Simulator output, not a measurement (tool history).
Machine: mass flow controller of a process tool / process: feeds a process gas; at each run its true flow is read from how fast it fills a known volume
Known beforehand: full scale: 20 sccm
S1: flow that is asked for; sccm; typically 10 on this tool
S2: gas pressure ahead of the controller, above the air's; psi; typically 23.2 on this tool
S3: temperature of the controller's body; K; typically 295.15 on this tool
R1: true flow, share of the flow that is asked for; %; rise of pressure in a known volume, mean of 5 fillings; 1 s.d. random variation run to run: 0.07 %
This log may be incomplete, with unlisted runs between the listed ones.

run    hour  S1    S2      S3     R1
  1     0.0  10  23.2  295.15  97.78
  2   239.9  10  23.2  295.15  97.53
  3   388.9  10  29.4  295.15  97.48
  4   504.3  10  29.4  295.15  97.39
  5   721.7   6  23.2  295.15  96.63
  6   866.3   6  35.7  295.15  96.38
  7   997.4   6  35.7  295.15  96.32
  8  1104.8   6  35.7  295.15  96.20
  9  1350.0   6  26.5  295.15  96.65
 10  1585.0   6  26.5  295.15  96.55
 11  1788.6  10  25.8  295.15  97.30
 12  1963.0  10  36.8  295.15  96.89
 13  2148.8  10  36.8  295.15  97.01
 14  2389.2  10  23.2  295.15  97.22
 15  2498.3  10  23.2  295.15  97.31
 16  2671.8   8  23.2  295.15  96.82
 17  2919.4   8  23.2  295.15  96.83
 18  3094.3   8  23.2  295.15  96.74
 19  3292.7   8  23.2  295.15  96.71
 20  3525.4   8  23.2  295.15  96.52
 21  3730.6   8  23.2  295.15  96.52
 22  3954.6  10  23.2  295.15  97.01
 23  4067.3  10  23.2  295.15  96.93
 24  4185.6  10  23.2  295.15  96.96
     4201.9  -- controller's zero set anew
 25  4340.4  10  23.2  295.15  96.66
 26  4497.8  10  32.2  295.15  96.22
 27  4608.1  10  32.2  295.15  96.22
     4717.5  -- controller's zero set anew, once more
 28  4833.2   2  21.0  295.15  96.21
 29  5030.0   2  21.0  295.15  96.31
 30  5224.1   4  23.2  305.15  95.49
 31  5423.2   4  23.2  305.15  95.35
 32  5566.0   4  23.2  305.15  95.22
 33  5810.2   4  23.2  305.15  95.24
 34  5979.5   4  23.2  294.15  96.33
 35  6219.9   4  23.2  294.15  96.37
 36  6402.3   4  22.8  311.15  94.54
 37  6649.1  10  20.3  307.15  95.89
 38  6818.1  10  26.4  307.15  95.73
 39  7061.7   7  38.0  307.15  94.88
 40  7164.7   7  22.8  301.15  95.88
 41  7401.8  10  22.9  306.15  95.79
 42  7572.9  10  22.9  306.15  95.83
 43  7674.3   4  37.9  303.15  94.53
 44  7784.6   3  23.4  307.15  94.26
 45  8022.6  10  21.2  294.15  97.12
 46  8124.9   3  22.5  305.15  94.27
 47  8346.8  18  26.7  306.15  96.74
 48  8532.0   7  26.7  306.15  95.04

Branching from run 48: 4 alternative next runs. What would each branch give?
  A  8660.6  10  30.9  295.15   ?
  B  8660.6  10  23.2  309.15   ?
  C  8660.6   5  24.8  306.15   ?
  D  8660.6   7  23.2  295.15   ?

run     R1
  A  96.47
  B  95.23
  C  94.53
  D  96.26
What these runs would have given with no unlogged condition in the tool:
run     R1
  A  98.94
  B  97.70
  C  97.31
  D  98.86
